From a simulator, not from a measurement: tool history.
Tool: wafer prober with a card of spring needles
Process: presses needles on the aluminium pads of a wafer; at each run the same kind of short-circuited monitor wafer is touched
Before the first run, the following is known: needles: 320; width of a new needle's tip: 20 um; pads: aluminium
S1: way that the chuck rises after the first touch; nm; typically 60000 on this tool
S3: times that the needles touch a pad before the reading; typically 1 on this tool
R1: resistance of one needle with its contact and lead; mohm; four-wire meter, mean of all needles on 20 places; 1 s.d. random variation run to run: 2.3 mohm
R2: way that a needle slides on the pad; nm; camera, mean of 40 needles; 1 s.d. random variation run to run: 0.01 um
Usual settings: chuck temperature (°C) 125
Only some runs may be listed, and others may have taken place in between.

run 1 hour=0.0 | S1=60000 chuck_temperature_(°C)=125 S3=1 | R1=312 R2=8090
-- hour=7.2 tips cleaned on abrasive film
-- hour=21.1 tips cleaned on abrasive film
run 2 hour=21.7 | S1=60000 chuck_temperature_(°C)=125 S3=1 | R1=273 R2=8070
-- hour=35.0 tips cleaned on abrasive film
run 3 hour=47.0 | S1=60000 chuck_temperature_(°C)=125 S3=1 | R1=349 R2=8040
-- hour=49.9 tips cleaned on abrasive film
-- hour=64.9 tips cleaned on abrasive film
-- hour=78.7 tips cleaned on abrasive film
run 4 hour=80.3 | S1=60000 chuck_temperature_(°C)=125 S3=1 | R1=283 R2=8020
-- hour=91.5 tips cleaned on abrasive film
-- hour=97.5 height of the first contact set anew
run 5 hour=103.1 | S1=60000 chuck_temperature_(°C)=45 S3=1 | R1=322 R2=8170
-- hour=104.8 tips cleaned on abrasive film
-- hour=118.2 tips cleaned on abrasive film
run 6 hour=118.2 | S1=60000 chuck_temperature_(°C)=45 S3=1 | R1=244 R2=8160
-- hour=130.9 tips cleaned on abrasive film
run 7 hour=136.1 | S1=60000 chuck_temperature_(°C)=45 S3=1 | R1=292 R2=8120
-- hour=145.9 tips cleaned on abrasive film
-- hour=160.3 tips cleaned on abrasive film
run 8 hour=163.5 | S1=60000 chuck_temperature_(°C)=125 S3=1 | R1=292 R2=8120
-- hour=174.3 tips cleaned on abrasive film
-- hour=188.4 tips cleaned on abrasive film
run 9 hour=198.0 | S1=60000 chuck_temperature_(°C)=125 S3=1 | R1=328 R2=8100
-- hour=201.0 tips cleaned on abrasive film
-- hour=213.7 tips cleaned on abrasive film
-- hour=226.9 tips cleaned on abrasive film
run 10 hour=230.9 | S1=60000 chuck_temperature_(°C)=125 S3=1 | R1=300 R2=8070
-- hour=240.5 tips cleaned on abrasive film
-- hour=253.4 tips cleaned on abrasive film
-- hour=266.0 tips cleaned on abrasive film
run 11 hour=266.0 | S1=60000 chuck_temperature_(°C)=125 S3=1 | R1=260 R2=8030
-- hour=279.3 tips cleaned on abrasive film
run 12 hour=291.3 | S1=60000 chuck_temperature_(°C)=125 S3=2 | R1=314 R2=8050
-- hour=294.5 tips cleaned on abrasive film
-- hour=308.1 tips cleaned on abrasive film
run 13 hour=316.2 | S1=60000 chuck_temperature_(°C)=125 S3=2 | R1=306 R2=8040
-- hour=322.6 tips cleaned on abrasive film
-- hour=337.2 tips cleaned on abrasive film
run 14 hour=340.9 | S1=60000 chuck_temperature_(°C)=125 S3=2 | R1=285 R2=8020
-- hour=343.8 height of the first contact set anew
-- hour=352.6 tips cleaned on abrasive film
-- hour=365.5 tips cleaned on abrasive film
run 15 hour=365.5 | S1=60000 chuck_temperature_(°C)=125 S3=2 | R1=264 R2=8140
-- hour=379.2 tips cleaned on abrasive film
-- hour=392.0 tips cleaned on abrasive film
run 16 hour=393.8 | S1=60000 chuck_temperature_(°C)=125 S3=2 | R1=276 R2=8120
-- hour=405.0 tips cleaned on abrasive film
run 17 hour=416.8 | S1=60000 chuck_temperature_(°C)=125 S3=2 | R1=313 R2=8110
-- hour=419.9 tips cleaned on abrasive film
-- hour=432.6 tips cleaned on abrasive film
run 18 hour=433.9 | S1=44000 chuck_temperature_(°C)=114 S3=2 | R1=286 R2=5940
-- hour=447.7 tips cleaned on abrasive film
-- hour=461.9 tips cleaned on abrasive film
run 19 hour=465.3 | S1=54000 chuck_temperature_(°C)=60 S3=2 | R1=275 R2=7280
-- hour=476.0 tips cleaned on abrasive film
-- hour=490.7 tips cleaned on abrasive film
run 20 hour=500.4 | S1=54000 chuck_temperature_(°C)=53 S3=1 | R1=349 R2=7260
-- hour=505.5 tips cleaned on abrasive film
run 21 hour=514.8 | S1=54000 chuck_temperature_(°C)=53 S3=1 | R1=345 R2=7240
-- hour=520.2 tips cleaned on abrasive film
run 22 hour=532.3 | S1=72000 chuck_temperature_(°C)=125 S3=1 | R1=323 R2=9700
-- hour=534.7 tips cleaned on abrasive film
-- hour=547.4 tips cleaned on abrasive film
run 23 hour=554.8 | S1=72000 chuck_temperature_(°C)=125 S3=1 | R1=296 R2=9680
-- hour=560.5 tips cleaned on abrasive film
-- hour=574.4 tips cleaned on abrasive film
run 24 hour=583.7 | S1=68000 chuck_temperature_(°C)=125 S3=1 | R1=316 R2=9120
-- hour=588.5 tips cleaned on abrasive film
-- hour=588.8 height of the first contact set anew
-- hour=601.6 tips cleaned on abrasive film
run 25 hour=606.9 | S1=47000 chuck_temperature_(°C)=44 S3=2 | R1=302 R2=6390
-- hour=614.3 tips cleaned on abrasive film
run 26 hour=626.4 | S1=55000 chuck_temperature_(°C)=123 S3=2 | R1=328 R2=7450
-- hour=629.7 tips cleaned on abrasive film
-- hour=642.8 tips cleaned on abrasive film
run 27 hour=653.6 | S1=60000 chuck_temperature_(°C)=105 S3=1 | R1=334 R2=8130
-- hour=656.8 tips cleaned on abrasive film
-- hour=669.6 tips cleaned on abrasive film
-- hour=682.4 tips cleaned on abrasive film
run 28 hour=683.0 | S1=56000 chuck_temperature_(°C)=42 S3=2 | R1=251 R2=7580
-- hour=695.9 tips cleaned on abrasive film
run 29 hour=704.6 | S1=56000 chuck_temperature_(°C)=42 S3=2 | R1=298 R2=7560
-- hour=710.3 tips cleaned on abrasive film
-- hour=723.6 tips cleaned on abrasive film
-- hour=737.9 tips cleaned on abrasive film
run 30 hour=739.6 | S1=74000 chuck_temperature_(°C)=125 S3=1 | R1=276 R2=9980
-- hour=752.8 tips cleaned on abrasive film
run 31 hour=758.5 | S1=60000 chuck_temperature_(°C)=67 S3=1 | R1=319 R2=8070

Here are 3 independent what-if runs from the current tool condition. What would each one return?
-- hour=766.6 tips cleaned on abrasive film
run A hour=774.6 | S1=62000 chuck_temperature_(°C)=50 S3=3 | R1=? R2=?
-- hour=766.6 tips cleaned on abrasive film
run B hour=774.6 | S1=60000 chuck_temperature_(°C)=37 S3=1 | R1=? R2=?
-- hour=766.6 tips cleaned on abrasive film
run C hour=774.6 | S1=45000 chuck_temperature_(°C)=109 S3=1 | R1=? R2=?

run=A R1=268 R2=8330
run=B R1=327 R2=8070
run=C R1=395 R2=6020
Without the tool's hidden state the same runs would have given:
run=A R1=239 R2=8430
run=B R1=240 R2=8170
run=C R1=265 R2=6120
